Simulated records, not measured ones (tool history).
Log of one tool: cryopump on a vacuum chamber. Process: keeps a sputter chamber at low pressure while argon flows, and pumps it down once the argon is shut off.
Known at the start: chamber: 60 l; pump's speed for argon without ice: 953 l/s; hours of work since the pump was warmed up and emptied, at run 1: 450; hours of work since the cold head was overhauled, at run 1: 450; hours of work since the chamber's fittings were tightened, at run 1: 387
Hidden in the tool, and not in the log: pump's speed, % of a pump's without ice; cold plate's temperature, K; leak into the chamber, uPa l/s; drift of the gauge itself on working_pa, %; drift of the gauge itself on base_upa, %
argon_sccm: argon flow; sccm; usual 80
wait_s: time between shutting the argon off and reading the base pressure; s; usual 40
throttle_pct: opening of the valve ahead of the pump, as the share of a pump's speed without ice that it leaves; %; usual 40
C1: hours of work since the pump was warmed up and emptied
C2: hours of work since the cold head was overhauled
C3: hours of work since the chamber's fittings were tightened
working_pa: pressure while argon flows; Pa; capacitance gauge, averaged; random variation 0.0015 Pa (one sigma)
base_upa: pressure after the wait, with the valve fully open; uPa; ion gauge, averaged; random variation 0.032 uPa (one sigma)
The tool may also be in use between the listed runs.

Run 1, hour 0.0: usual settings; C1 450; C2 450; C3 387. Result: working_pa 0.3746 Pa, base_upa 3.09 uPa.
Run 2, hour 30.3: usual settings; C1 477; C2 477; C3 414. Result: working_pa 0.3759 Pa, base_upa 3.18 uPa.
Run 3, hour 51.2: usual settings but throttle_pct 21 %; C1 496; C2 496; C3 433. Result: working_pa 0.7048 Pa, base_upa 3.12 uPa.
Run 4, hour 82.1: usual settings; C1 523; C2 523; C3 461. Result: working_pa 0.3788 Pa, base_upa 3.38 uPa.
Run 5, hour 117.5: usual settings but wait_s 151 s; C1 555; C2 555; C3 493. Result: working_pa 0.3787 Pa, base_upa 2.41 uPa.
Run 6, hour 140.0: usual settings but argon_sccm 125 sccm, wait_s 151 s; C1 575; C2 575; C3 513. Result: working_pa 0.5972 Pa, base_upa 2.46 uPa.
Run 7, hour 156.9: usual settings; C1 590; C2 590; C3 528. Result: working_pa 0.3787 Pa, base_upa 3.39 uPa.
Run 8, hour 184.0: usual settings; C1 615; C2 615; C3 552. Result: working_pa 0.3829 Pa, base_upa 3.53 uPa.
Run 9, hour 198.7: usual settings; C1 628; C2 628; C3 566. Result: working_pa 0.3825 Pa, base_upa 3.71 uPa.
At hour 207.6: pump warmed up, emptied and cooled again.
Run 10, hour 223.5: usual settings; C1 14; C2 646; C3 583. Result: working_pa 0.3569 Pa, base_upa 3.40 uPa.
Run 11, hour 245.3: usual settings; C1 34; C2 665; C3 603. Result: working_pa 0.3557 Pa, base_upa 3.36 uPa.
Run 12, hour 280.9: usual settings but throttle_pct 19 %; C1 66; C2 697; C3 635. Result: working_pa 0.7540 Pa, base_upa 3.51 uPa.
Run 13, hour 299.8: usual settings but throttle_pct 19 %; C1 83; C2 714; C3 652. Result: working_pa 0.7561 Pa, base_upa 3.60 uPa.
Run 14, hour 320.5: usual settings; C1 101; C2 733; C3 671. Result: working_pa 0.3609 Pa, base_upa 3.60 uPa.
Run 15, hour 349.7: usual settings but argon_sccm 69 sccm; C1 128; C2 759; C3 697. Result: working_pa 0.3104 Pa, base_upa 3.73 uPa.
Run 16, hour 373.3: usual settings but argon_sccm 69 sccm; C1 149; C2 780; C3 718. Result: working_pa 0.3137 Pa, base_upa 3.79 uPa.
Run 17, hour 400.6: usual settings but argon_sccm 69 sccm, wait_s 21 s, throttle_pct 22 %; C1 173; C2 805; C3 743. Result: working_pa 0.5656 Pa, base_upa 5.18 uPa.
Run 18, hour 428.5: usual settings but argon_sccm 69 sccm, wait_s 267 s, throttle_pct 47 %; C1 198; C2 830; C3 768. Result: working_pa 0.2703 Pa, base_upa 2.82 uPa.
Run 19, hour 452.5: usual settings but argon_sccm 144 sccm, wait_s 24 s, throttle_pct 33 %; C1 220; C2 851; C3 789. Result: working_pa 0.7945 Pa, base_upa 4.86 uPa.
Run 20, hour 483.2: usual settings but argon_sccm 144 sccm, wait_s 24 s, throttle_pct 33 %; C1 248; C2 879; C3 817. Result: working_pa 0.7971 Pa, base_upa 5.06 uPa.
Run 21, hour 506.5: usual settings but argon_sccm 41 sccm; C1 269; C2 900; C3 838. Result: working_pa 0.1885 Pa, base_upa 4.34 uPa.
Run 22, hour 528.5: usual settings but throttle_pct 18 %; C1 288; C2 920; C3 857. Result: working_pa 0.8079 Pa, base_upa 4.37 uPa.

The next listed run, before its measurement:
Run 23, hour 563.2: usual settings but throttle_pct 60 %; C1 319; C2 951; C3 889. Result: working_pa ?, base_upa ?.

Run 23 gave working_pa 0.2515 Pa, base_upa 4.31 uPa.
Without the tool's hidden state the same run would have given working_pa 0.2364 Pa, base_upa 1.66 uPa.
